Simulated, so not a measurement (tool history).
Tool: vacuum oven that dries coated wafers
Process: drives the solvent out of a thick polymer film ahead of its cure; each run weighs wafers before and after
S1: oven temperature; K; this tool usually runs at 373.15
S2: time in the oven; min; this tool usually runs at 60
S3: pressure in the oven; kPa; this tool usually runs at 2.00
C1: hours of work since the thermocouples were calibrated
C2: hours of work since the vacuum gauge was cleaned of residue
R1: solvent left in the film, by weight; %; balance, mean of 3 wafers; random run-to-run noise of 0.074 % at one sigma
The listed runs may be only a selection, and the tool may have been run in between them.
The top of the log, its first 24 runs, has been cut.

run 25 hour=764.6 | S1=373.15 S2=60 S3=3.08 | C1=269 C2=1398 | R1=8.63
run 26 hour=796.7 | S1=373.15 S2=60 S3=3.08 | C1=287 C2=1417 | R1=8.64
-- hour=801.0 vacuum gauge cleaned of residue and calibrated
run 27 hour=815.5 | S1=373.15 S2=56 S3=6.42 | C1=297 C2=8 | R1=15.50
run 28 hour=846.3 | S1=373.15 S2=56 S3=1.26 | C1=315 C2=26 | R1=4.02
run 29 hour=884.8 | S1=360.15 S2=49 S3=6.34 | C1=337 C2=48 | R1=20.46
run 30 hour=905.2 | S1=360.15 S2=49 S3=6.34 | C1=348 C2=59 | R1=20.80
run 31 hour=925.5 | S1=369.15 S2=60 S3=2.00 | C1=360 C2=71 | R1=7.13
run 32 hour=959.9 | S1=387.15 S2=60 S3=4.44 | C1=380 C2=90 | R1=6.51
run 33 hour=980.2 | S1=373.15 S2=83 S3=6.73 | C1=391 C2=102 | R1=16.23
run 34 hour=1006.6 | S1=370.15 S2=60 S3=2.00 | C1=406 C2=117 | R1=6.86
run 35 hour=1029.7 | S1=362.15 S2=57 S3=2.00 | C1=419 C2=130 | R1=10.70
run 36 hour=1063.4 | S1=362.15 S2=57 S3=2.00 | C1=438 C2=149 | R1=10.71
run 37 hour=1099.9 | S1=382.15 S2=37 S3=6.41 | C1=459 C2=170 | R1=11.63
run 38 hour=1131.1 | S1=382.15 S2=37 S3=6.41 | C1=477 C2=188 | R1=12.05
run 39 hour=1162.4 | S1=373.15 S2=41 S3=7.53 | C1=495 C2=206 | R1=18.47
run 40 hour=1202.4 | S1=373.15 S2=88 S3=1.40 | C1=518 C2=229 | R1=3.74
run 41 hour=1223.6 | S1=374.15 S2=37 S3=2.75 | C1=530 C2=241 | R1=8.55
run 42 hour=1251.0 | S1=374.15 S2=39 S3=1.82 | C1=545 C2=256 | R1=6.42
run 43 hour=1277.7 | S1=374.15 S2=98 S3=1.82 | C1=560 C2=271 | R1=4.43
run 44 hour=1316.0 | S1=373.15 S2=100 S3=2.00 | C1=582 C2=293 | R1=5.29
run 45 hour=1339.1 | S1=361.15 S2=50 S3=4.62 | C1=595 C2=306 | R1=18.94
run 46 hour=1371.9 | S1=361.15 S2=50 S3=4.62 | C1=614 C2=325 | R1=18.82

Forecast each of these 3 alternatives for the next run:
run A hour=1402.1 | S1=382.15 S2=36 S3=1.06 | C1=631 C2=342 | R1=?
run B hour=1402.1 | S1=373.15 S2=60 S3=5.14 | C1=631 C2=342 | R1=?
run C hour=1402.1 | S1=386.15 S2=89 S3=2.00 | C1=631 C2=342 | R1=?

run=A R1=2.66
run=B R1=13.10
run=C R1=3.38
Take away the tool's hidden state, keep each run's random variation, and the runs would have read:
run=A R1=2.32
run=B R1=12.38
run=C R1=3.16
